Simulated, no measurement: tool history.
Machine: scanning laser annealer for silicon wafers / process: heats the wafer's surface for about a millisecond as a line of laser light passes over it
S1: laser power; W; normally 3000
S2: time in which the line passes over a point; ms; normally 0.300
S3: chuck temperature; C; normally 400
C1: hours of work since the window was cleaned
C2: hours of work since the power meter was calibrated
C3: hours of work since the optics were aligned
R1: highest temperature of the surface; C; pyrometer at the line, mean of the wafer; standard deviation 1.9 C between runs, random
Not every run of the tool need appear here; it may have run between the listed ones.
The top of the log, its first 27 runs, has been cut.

run   hour    S1     S2   S3  C1   C2    C3    R1
 28  243.9  2707  0.263  428  33  183  1321  1101
 29  250.4  2707  0.263  428  36  185  1323  1100
 30  257.2  2707  0.263  428  39  188  1326  1102
 31  265.4  2707  0.263  428  42  191  1329  1102
 32  277.0  3106  0.269  393  47  196  1334  1184
 33  285.3  2880  0.281  375  50  200  1337  1120
 34  293.1  2880  0.281  375  53  203  1341  1121
 35  303.7  2880  0.281  375  57  207  1345  1119
 36  317.0  3127  0.269  375  63  212  1350  1172

What if the next run were any one of these 5? Each begins from the tool's condition after run 36:
  A  323.0  2923  0.300  415  65  215  1353   ?
  B  323.0  2626  0.373  402  65  215  1353   ?
  C  323.0  2723  0.266  424  65  215  1353   ?
  D  323.0  3000  0.305  419  65  215  1353   ?
  E  323.0  3087  0.212  421  65  215  1353   ?

run    R1
  A  1197
  B  1182
  C  1107
  D  1232
  E  1116
What these runs would have given with no unlogged condition in the tool:
run    R1
  A  1211
  B  1195
  C  1119
  D  1246
  E  1128
